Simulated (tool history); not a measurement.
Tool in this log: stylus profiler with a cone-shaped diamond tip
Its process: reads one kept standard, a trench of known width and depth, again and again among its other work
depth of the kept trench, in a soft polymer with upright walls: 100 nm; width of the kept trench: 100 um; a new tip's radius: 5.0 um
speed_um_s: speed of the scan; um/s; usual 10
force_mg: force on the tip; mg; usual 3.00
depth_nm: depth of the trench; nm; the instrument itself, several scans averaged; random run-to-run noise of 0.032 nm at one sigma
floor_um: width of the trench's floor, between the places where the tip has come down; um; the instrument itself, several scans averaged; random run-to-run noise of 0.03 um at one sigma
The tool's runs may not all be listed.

run,hour,speed_um_s,force_mg,depth_nm,floor_um
1,0.0,10,3.00,101.24,97.92
2,16.4,10,1.02,100.60,97.89
3,45.5,15,3.00,101.28,97.88
4,79.3,15,3.00,101.30,97.92
5,104.5,15,3.00,101.25,97.87
6,135.0,10,3.00,101.26,97.89
7,174.2,10,3.00,101.31,97.91
8,204.3,10,3.00,101.34,97.89
9,227.4,10,3.00,101.26,97.88
10,258.2,10,3.00,101.26,97.86
11,287.7,2,3.00,101.31,97.94
12,315.9,2,3.00,101.29,97.96
13,347.2,2,3.00,101.32,97.91
14,373.8,2,3.00,101.34,97.85
15,409.2,6,1.63,100.99,97.88
16,444.5,4,3.24,101.35,97.82
17,466.5,25,1.61,100.95,97.78
18,494.1,25,1.61,100.97,97.81
19,510.5,11,5.32,101.92,97.84
20,532.4,3,1.79,101.03,97.80
21,568.8,2,6.87,102.25,97.82
22,606.9,32,4.30,101.65,97.75
23,628.1,8,3.08,101.41,97.80
24,657.3,8,3.08,101.46,97.84
25,676.1,5,4.62,101.84,97.84
26,713.1,5,4.62,101.84,97.79
27,735.2,4,3.48,101.50,97.82
28,757.6,7,2.54,101.32,97.78

What would each run have given without the hidden state, its run-to-run variation left as it was?
Hidden state at play: radius of the tip, um; height scale over the true one, %; drift of the gauge itself on depth_nm, %; drift of the gauge itself on floor_um, %.
run,depth_nm,floor_um
1,101.16,97.99
2,100.52,97.96
3,101.19,97.96
4,101.20,98.00
5,101.14,97.95
6,101.14,97.98
7,101.18,98.01
8,101.20,97.99
9,101.11,97.99
10,101.11,97.97
11,101.15,98.06
12,101.12,98.08
13,101.14,98.03
14,101.16,97.98
15,100.80,98.01
16,101.14,97.96
17,100.74,97.92
18,100.75,97.96
19,101.70,97.99
20,100.80,97.95
21,102.01,97.98
22,101.39,97.92
23,101.15,97.97
24,101.19,98.01
25,101.56,98.02
26,101.55,97.97
27,101.21,98.00
28,101.02,97.97
